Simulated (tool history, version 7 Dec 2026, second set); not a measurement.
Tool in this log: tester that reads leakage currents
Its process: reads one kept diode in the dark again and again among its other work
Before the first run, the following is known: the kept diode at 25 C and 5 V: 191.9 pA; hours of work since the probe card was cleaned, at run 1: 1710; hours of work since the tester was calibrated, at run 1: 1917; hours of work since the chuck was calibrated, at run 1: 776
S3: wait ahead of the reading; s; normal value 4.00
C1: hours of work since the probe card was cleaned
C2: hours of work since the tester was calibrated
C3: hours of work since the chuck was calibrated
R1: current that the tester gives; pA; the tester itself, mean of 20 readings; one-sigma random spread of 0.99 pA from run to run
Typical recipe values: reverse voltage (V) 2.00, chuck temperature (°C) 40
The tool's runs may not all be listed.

{"run": 1, "hour": 0.0, "reverse voltage (V)": 2.0, "chuck temperature (°C)": 40, "S3": 4.0, "C1": 1710, "C2": 1917, "C3": 776, "R1": 318.88}
{"run": 2, "hour": 61.5, "reverse voltage (V)": 2.0, "chuck temperature (°C)": 40, "S3": 4.0, "C1": 1749, "C2": 1956, "C3": 815, "R1": 318.42}
{"hour": 82.4, "done": "chuck's temperature calibrated"}
{"run": 3, "hour": 158.0, "reverse voltage (V)": 2.0, "chuck temperature (°C)": 40, "S3": 4.0, "C1": 1809, "C2": 2016, "C3": 48, "R1": 332.85}
{"run": 4, "hour": 214.7, "reverse voltage (V)": 2.0, "chuck temperature (°C)": 40, "S3": 4.0, "C1": 1845, "C2": 2052, "C3": 84, "R1": 332.25}
{"run": 5, "hour": 288.5, "reverse voltage (V)": 2.0, "chuck temperature (°C)": 40, "S3": 4.0, "C1": 1891, "C2": 2098, "C3": 130, "R1": 331.49}
{"run": 6, "hour": 366.1, "reverse voltage (V)": 2.0, "chuck temperature (°C)": 40, "S3": 4.0, "C1": 1941, "C2": 2147, "C3": 179, "R1": 330.28}
{"hour": 411.4, "done": "probe card cleaned and baked"}
{"run": 7, "hour": 426.8, "reverse voltage (V)": 3.07, "chuck temperature (°C)": 40, "S3": 4.0, "C1": 10, "C2": 2184, "C3": 216, "R1": 412.31}
{"run": 8, "hour": 482.0, "reverse voltage (V)": 2.48, "chuck temperature (°C)": 40, "S3": 4.0, "C1": 45, "C2": 2219, "C3": 251, "R1": 365.54}
{"run": 9, "hour": 570.6, "reverse voltage (V)": 2.0, "chuck temperature (°C)": 40, "S3": 4.0, "C1": 101, "C2": 2275, "C3": 307, "R1": 325.97}
{"run": 10, "hour": 670.7, "reverse voltage (V)": 2.0, "chuck temperature (°C)": 40, "S3": 4.0, "C1": 164, "C2": 2338, "C3": 370, "R1": 323.67}
{"run": 11, "hour": 769.6, "reverse voltage (V)": 13.83, "chuck temperature (°C)": 40, "S3": 4.0, "C1": 227, "C2": 2401, "C3": 433, "R1": 928.01}
{"run": 12, "hour": 846.9, "reverse voltage (V)": 13.83, "chuck temperature (°C)": 40, "S3": 4.0, "C1": 275, "C2": 2449, "C3": 482, "R1": 917.25}
{"run": 13, "hour": 929.4, "reverse voltage (V)": 13.83, "chuck temperature (°C)": 40, "S3": 4.0, "C1": 328, "C2": 2502, "C3": 534, "R1": 923.37}
{"run": 14, "hour": 1031.4, "reverse voltage (V)": 3.91, "chuck temperature (°C)": 40, "S3": 6.11, "C1": 392, "C2": 2566, "C3": 598, "R1": 461.09}
{"run": 15, "hour": 1121.5, "reverse voltage (V)": 3.91, "chuck temperature (°C)": 40, "S3": 6.11, "C1": 449, "C2": 2623, "C3": 655, "R1": 462.81}

The next listed run, before its measurement:
{"run": 16, "hour": 1196.2, "reverse voltage (V)": 3.91, "chuck temperature (°C)": 40, "S3": 6.11, "C1": 496, "C2": 2670, "C3": 702, "R1": "?"}

{"run 16": {"R1": 460.39}}
Minus the tool's unlogged condition, the same run would have read R1 472.79 pA.
